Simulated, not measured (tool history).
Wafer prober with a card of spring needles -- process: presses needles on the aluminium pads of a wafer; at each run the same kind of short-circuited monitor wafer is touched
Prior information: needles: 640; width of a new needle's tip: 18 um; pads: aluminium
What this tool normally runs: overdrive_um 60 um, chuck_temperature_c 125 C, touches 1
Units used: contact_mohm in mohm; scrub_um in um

{"run": 1, "hour": 0.0, "overdrive_um": 60, "chuck_temperature_c": 125, "touches": 1, "contact_mohm": 265, "scrub_um": 15.17}
{"hour": 11.1, "done": "tips cleaned on abrasive film"}
{"hour": 22.2, "done": "tips cleaned on abrasive film"}
{"hour": 33.2, "done": "tips cleaned on abrasive film"}
{"hour": 42.1, "done": "tips cleaned on abrasive film"}
{"hour": 53.2, "done": "tips cleaned on abrasive film"}
{"hour": 64.3, "done": "tips cleaned on abrasive film"}
{"hour": 75.3, "done": "tips cleaned on abrasive film"}
{"run": 2, "hour": 81.8, "overdrive_um": 60, "chuck_temperature_c": 125, "touches": 1, "contact_mohm": 272, "scrub_um": 15.25}
{"hour": 86.3, "done": "tips cleaned on abrasive film"}
{"hour": 97.4, "done": "tips cleaned on abrasive film"}
{"hour": 108.5, "done": "tips cleaned on abrasive film"}
{"hour": 119.5, "done": "tips cleaned on abrasive film"}
{"hour": 130.6, "done": "tips cleaned on abrasive film"}
{"hour": 141.7, "done": "tips cleaned on abrasive film"}
{"hour": 152.8, "done": "tips cleaned on abrasive film"}
{"run": 3, "hour": 158.1, "overdrive_um": 60, "chuck_temperature_c": 125, "touches": 1, "contact_mohm": 268, "scrub_um": 15.03}
{"hour": 162.6, "done": "tips cleaned on abrasive film"}
{"hour": 171.5, "done": "tips cleaned on abrasive film"}
{"hour": 182.5, "done": "tips cleaned on abrasive film"}
{"hour": 191.4, "done": "tips cleaned on abrasive film"}
{"hour": 202.5, "done": "tips cleaned on abrasive film"}
{"run": 4, "hour": 209.8, "overdrive_um": 60, "chuck_temperature_c": 125, "touches": 3, "contact_mohm": 265, "scrub_um": 15.01}
{"hour": 212.1, "done": "tips cleaned on abrasive film"}
{"hour": 223.2, "done": "tips cleaned on abrasive film"}
{"hour": 234.3, "done": "tips cleaned on abrasive film"}
{"hour": 245.4, "done": "tips cleaned on abrasive film"}
{"hour": 256.4, "done": "tips cleaned on abrasive film"}
{"hour": 267.5, "done": "tips cleaned on abrasive film"}
{"run": 5, "hour": 274.5, "overdrive_um": 60, "chuck_temperature_c": 125, "touches": 3, "contact_mohm": 267, "scrub_um": 15.06}
{"hour": 276.8, "done": "tips cleaned on abrasive film"}
{"hour": 287.9, "done": "tips cleaned on abrasive film"}
{"hour": 299.0, "done": "tips cleaned on abrasive film"}
{"hour": 310.1, "done": "tips cleaned on abrasive film"}
{"hour": 321.1, "done": "tips cleaned on abrasive film"}
{"hour": 332.2, "done": "tips cleaned on abrasive film"}
{"run": 6, "hour": 335.3, "overdrive_um": 60, "chuck_temperature_c": 125, "touches": 1, "contact_mohm": 263, "scrub_um": 15.21}
{"hour": 342.0, "done": "tips cleaned on abrasive film"}
{"hour": 353.1, "done": "tips cleaned on abrasive film"}
{"hour": 362.0, "done": "tips cleaned on abrasive film"}
{"hour": 373.1, "done": "tips cleaned on abrasive film"}
{"hour": 384.1, "done": "tips cleaned on abrasive film"}
{"run": 7, "hour": 385.6, "overdrive_um": 60, "chuck_temperature_c": 125, "touches": 1, "contact_mohm": 269, "scrub_um": 15.06}
{"hour": 394.5, "done": "tips cleaned on abrasive film"}
{"hour": 405.6, "done": "tips cleaned on abrasive film"}
{"hour": 416.7, "done": "tips cleaned on abrasive film"}
{"hour": 425.6, "done": "tips cleaned on abrasive film"}
{"hour": 436.6, "done": "tips cleaned on abrasive film"}
{"run": 8, "hour": 443.3, "overdrive_um": 60, "chuck_temperature_c": 125, "touches": 1, "contact_mohm": 266, "scrub_um": 14.87}
{"hour": 445.6, "done": "tips cleaned on abrasive film"}
{"hour": 456.7, "done": "tips cleaned on abrasive film"}
{"hour": 467.8, "done": "tips cleaned on abrasive film"}
{"hour": 478.8, "done": "tips cleaned on abrasive film"}
{"hour": 489.9, "done": "tips cleaned on abrasive film"}
{"hour": 501.0, "done": "tips cleaned on abrasive film"}
{"hour": 512.1, "done": "tips cleaned on abrasive film"}
{"run": 9, "hour": 515.4, "overdrive_um": 60, "chuck_temperature_c": 50, "touches": 1, "contact_mohm": 253, "scrub_um": 14.83}
{"hour": 522.1, "done": "tips cleaned on abrasive film"}
{"hour": 530.9, "done": "tips cleaned on abrasive film"}
{"hour": 542.0, "done": "tips cleaned on abrasive film"}
{"hour": 553.1, "done": "tips cleaned on abrasive film"}
{"hour": 562.2, "done": "height of the first contact set anew"}
{"hour": 564.5, "done": "tips cleaned on abrasive film"}
{"hour": 575.5, "done": "tips cleaned on abrasive film"}
{"run": 10, "hour": 580.9, "overdrive_um": 60, "chuck_temperature_c": 112, "touches": 2, "contact_mohm": 263, "scrub_um": 14.81}
{"hour": 585.4, "done": "tips cleaned on abrasive film"}
{"hour": 596.4, "done": "tips cleaned on abrasive film"}
{"hour": 607.5, "done": "tips cleaned on abrasive film"}
{"hour": 618.6, "done": "tips cleaned on abrasive film"}
{"hour": 629.7, "done": "tips cleaned on abrasive film"}
{"run": 11, "hour": 635.0, "overdrive_um": 50, "chuck_temperature_c": 40, "touches": 2, "contact_mohm": 249, "scrub_um": 12.44}
{"hour": 639.5, "done": "tips cleaned on abrasive film"}
{"hour": 650.5, "done": "tips cleaned on abrasive film"}
{"hour": 659.4, "done": "tips cleaned on abrasive film"}
{"hour": 670.5, "done": "tips cleaned on abrasive film"}
{"run": 12, "hour": 671.5, "overdrive_um": 53, "chuck_temperature_c": 125, "touches": 2, "contact_mohm": 269, "scrub_um": 13.12}
{"hour": 680.4, "done": "tips cleaned on abrasive film"}
{"hour": 691.5, "done": "tips cleaned on abrasive film"}
{"hour": 702.6, "done": "tips cleaned on abrasive film"}
{"run": 13, "hour": 709.0, "overdrive_um": 58, "chuck_temperature_c": 125, "touches": 2, "contact_mohm": 271, "scrub_um": 14.36}
{"hour": 713.5, "done": "tips cleaned on abrasive film"}
{"hour": 724.6, "done": "tips cleaned on abrasive film"}
{"hour": 735.6, "done": "tips cleaned on abrasive film"}
{"hour": 746.7, "done": "tips cleaned on abrasive film"}
{"hour": 755.6, "done": "tips cleaned on abrasive film"}
{"hour": 766.7, "done": "tips cleaned on abrasive film"}
{"run": 14, "hour": 772.3, "overdrive_um": 58, "chuck_temperature_c": 125, "touches": 2, "contact_mohm": 268, "scrub_um": 14.19}
{"hour": 776.8, "done": "tips cleaned on abrasive film"}
{"hour": 787.9, "done": "tips cleaned on abrasive film"}
{"hour": 799.0, "done": "tips cleaned on abrasive film"}
{"hour": 810.0, "done": "tips cleaned on abrasive film"}
{"run": 15, "hour": 818.1, "overdrive_um": 60, "chuck_temperature_c": 49, "touches": 2, "contact_mohm": 247, "scrub_um": 14.73}

Forecast each of these 5 alternatives for the next run:
{"hour": 820.4, "done": "tips cleaned on abrasive film"}
{"hour": 827.0, "done": "gauge calibrated"}
{"hour": 829.3, "done": "tips cleaned on abrasive film"}
{"hour": 840.4, "done": "tips cleaned on abrasive film"}
{"hour": 851.5, "done": "tips cleaned on abrasive film"}
{"hour": 862.6, "done": "tips cleaned on abrasive film"}
{"hour": 873.6, "done": "tips cleaned on abrasive film"}
{"hour": 884.7, "done": "tips cleaned on abrasive film"}
{"run": "A", "hour": 886.2, "overdrive_um": 63, "chuck_temperature_c": 68, "touches": 1, "contact_mohm": "?", "scrub_um": "?"}
{"hour": 820.4, "done": "tips cleaned on abrasive film"}
{"hour": 827.0, "done": "gauge calibrated"}
{"hour": 829.3, "done": "tips cleaned on abrasive film"}
{"hour": 840.4, "done": "tips cleaned on abrasive film"}
{"hour": 851.5, "done": "tips cleaned on abrasive film"}
{"hour": 862.6, "done": "tips cleaned on abrasive film"}
{"hour": 873.6, "done": "tips cleaned on abrasive film"}
{"hour": 884.7, "done": "tips cleaned on abrasive film"}
{"run": "B", "hour": 886.2, "overdrive_um": 40, "chuck_temperature_c": 61, "touches": 1, "contact_mohm": "?", "scrub_um": "?"}
{"hour": 820.4, "done": "tips cleaned on abrasive film"}
{"hour": 827.0, "done": "gauge calibrated"}
{"hour": 829.3, "done": "tips cleaned on abrasive film"}
{"hour": 840.4, "done": "tips cleaned on abrasive film"}
{"hour": 851.5, "done": "tips cleaned on abrasive film"}
{"hour": 862.6, "done": "tips cleaned on abrasive film"}
{"hour": 873.6, "done": "tips cleaned on abrasive film"}
{"hour": 884.7, "done": "tips cleaned on abrasive film"}
{"run": "C", "hour": 886.2, "overdrive_um": 44, "chuck_temperature_c": 125, "touches": 1, "contact_mohm": "?", "scrub_um": "?"}
{"hour": 820.4, "done": "tips cleaned on abrasive film"}
{"hour": 827.0, "done": "gauge calibrated"}
{"hour": 829.3, "done": "tips cleaned on abrasive film"}
{"hour": 840.4, "done": "tips cleaned on abrasive film"}
{"hour": 851.5, "done": "tips cleaned on abrasive film"}
{"hour": 862.6, "done": "tips cleaned on abrasive film"}
{"hour": 873.6, "done": "tips cleaned on abrasive film"}
{"hour": 884.7, "done": "tips cleaned on abrasive film"}
{"run": "D", "hour": 886.2, "overdrive_um": 77, "chuck_temperature_c": 56, "touches": 2, "contact_mohm": "?", "scrub_um": "?"}
{"hour": 820.4, "done": "tips cleaned on abrasive film"}
{"hour": 827.0, "done": "gauge calibrated"}
{"hour": 829.3, "done": "tips cleaned on abrasive film"}
{"hour": 840.4, "done": "tips cleaned on abrasive film"}
{"hour": 851.5, "done": "tips cleaned on abrasive film"}
{"hour": 862.6, "done": "tips cleaned on abrasive film"}
{"hour": 873.6, "done": "tips cleaned on abrasive film"}
{"hour": 884.7, "done": "tips cleaned on abrasive film"}
{"run": "E", "hour": 886.2, "overdrive_um": 59, "chuck_temperature_c": 77, "touches": 3, "contact_mohm": "?", "scrub_um": "?"}

run=A contact_mohm=250 scrub_um=15.93
run=B contact_mohm=259 scrub_um=10.05
run=C contact_mohm=276 scrub_um=11.15
run=D contact_mohm=240 scrub_um=19.47
run=E contact_mohm=257 scrub_um=14.85
Take away the tool's hidden state, keep each run's random variation, and the runs would have read:
run=A contact_mohm=250 scrub_um=15.99
run=B contact_mohm=258 scrub_um=10.09
run=C contact_mohm=275 scrub_um=11.19
run=D contact_mohm=240 scrub_um=19.53
run=E contact_mohm=257 scrub_um=14.9
